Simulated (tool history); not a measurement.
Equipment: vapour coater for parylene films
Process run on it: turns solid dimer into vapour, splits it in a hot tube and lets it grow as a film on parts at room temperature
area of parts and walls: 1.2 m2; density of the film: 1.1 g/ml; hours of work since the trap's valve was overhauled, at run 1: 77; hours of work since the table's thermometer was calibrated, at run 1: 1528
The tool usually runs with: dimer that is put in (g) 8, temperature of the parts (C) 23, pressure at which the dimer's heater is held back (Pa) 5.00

run,hour,dimer that is put in (g),temperature of the parts (C),pressure at which the dimer's heater is held back (Pa),hours of work since the trap's valve was overhauled,hours of work since the table's thermometer was calibrated,thickness of the film (nm)
1,0.0,8,23,5.00,77,1528,4700
2,38.4,5,23,5.00,111,1561,2930
3,70.1,5,23,5.00,138,1589,2960
4,108.0,8,23,10.43,171,1622,4470
5,133.7,8,23,5.00,194,1644,4770
6,160.0,8,23,5.00,217,1667,4630
7,198.2,8,17,5.00,250,1701,5820
8,231.4,8,17,5.00,279,1730,5840
9,273.7,8,34,5.00,316,1766,3080
# hour 288.3: trap's valve overhauled
# hour 299.1: table's thermometer calibrated
10,327.5,8,23,9.58,33,25,4590
11,368.0,8,23,9.58,69,60,4610
12,400.1,8,23,9.58,97,88,4610
13,438.4,8,23,9.58,130,122,4540
14,462.3,8,26,9.58,151,142,4000
15,501.6,8,23,5.00,185,177,4720
16,523.2,8,23,5.00,204,196,4650
17,573.2,8,23,5.00,248,239,4660
18,614.1,8,23,5.00,283,275,4730
19,635.5,8,23,5.00,302,294,4660
# hour 664.3: trap's valve overhauled
20,676.1,8,23,5.00,10,326,4690
21,722.4,8,23,8.40,51,366,4540
22,767.8,8,23,8.40,90,406,4610
23,802.8,8,23,8.40,121,436,4570
24,828.4,8,23,9.14,143,458,4530
25,849.5,8,23,9.14,162,477,4590
26,895.1,12,23,9.99,201,517,6830
27,930.8,6,23,5.00,233,548,3510
28,976.2,7,33,2.49,272,587,2960
29,999.9,4,16,9.98,293,608,2900
# hour 1040.1: trap's valve overhauled
30,1040.1,7,23,9.98,0,640,3950

Run 31 comes next. What will it give?
31,1088.0,7,23,5.39,42,682,?

thickness of the film (nm): 4110
Take away the tool's hidden state, keep the run-to-run variation as it was, and the same run would have given thickness of the film (nm) 4120.
